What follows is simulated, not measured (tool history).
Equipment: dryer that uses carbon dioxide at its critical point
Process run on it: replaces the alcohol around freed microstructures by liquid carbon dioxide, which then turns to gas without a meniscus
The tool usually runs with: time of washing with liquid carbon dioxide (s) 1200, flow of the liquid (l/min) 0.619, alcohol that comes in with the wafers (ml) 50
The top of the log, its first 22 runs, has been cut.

| run | hour | time of washing with liquid carbon dioxide (s) | flow of the liquid (l/min) | alcohol that comes in with the wafers (ml) | alcohol left in the vessel before it's heated (ppm by volume) |
|---|---|---|---|---|---|
| 23 | 382.8 | 1860 | 0.619 | 23 | 137 |
| 24 | 407.7 | 1080 | 0.543 | 50 | 395 |
| 25 | 432.2 | 960 | 0.834 | 34 | 172 |
| 26 | 451.5 | 960 | 0.673 | 30 | 251 |
| 27 | 466.7 | 1320 | 0.508 | 67 | 351 |
| 28 | 488.6 | 900 | 0.557 | 50 | 734 |
| 29 | 509.3 | 720 | 0.656 | 109 | 1831 |
| 30 | 526.7 | 720 | 0.656 | 109 | 1895 |
| 31 | 544.3 | 780 | 0.402 | 37 | 1999 |
|  | 560.2 | purifier's bed changed |
| 32 | 566.8 | 900 | 0.619 | 47 | 441 |
| 33 | 585.6 | 780 | 0.619 | 84 | 1400 |
|  | 601.2 | inlet filter changed |
| 34 | 606 | 960 | 0.849 | 51 | 52 |
| 35 | 630.4 | 1140 | 0.849 | 51 | 26 |
| 36 | 648.5 | 1140 | 0.849 | 51 | 20 |
| 37 | 672.2 | 1200 | 0.619 | 40 | 81 |
| 38 | 686.4 | 1200 | 0.619 | 33 | 66 |
| 39 | 710 | 1200 | 0.617 | 50 | 120 |

Each row is a separate what-if for the run after 39, all from the same tool condition, not one after another. Results?
| A | 729.5 | 1200 | 0.617 | 77 | ? |
| B | 729.5 | 1200 | 0.99 | 50 | ? |
| C | 729.5 | 1200 | 0.762 | 32 | ? |

| run | alcohol left in the vessel before it's heated (ppm by volume) |
|---|---|
| A | 165 |
| B | 31 |
| C | 35 |
What these runs would have given with no unlogged condition in the tool:
| run | alcohol left in the vessel before it's heated (ppm by volume) |
|---|---|
| A | 95 |
| B | 11 |
| C | 9 |

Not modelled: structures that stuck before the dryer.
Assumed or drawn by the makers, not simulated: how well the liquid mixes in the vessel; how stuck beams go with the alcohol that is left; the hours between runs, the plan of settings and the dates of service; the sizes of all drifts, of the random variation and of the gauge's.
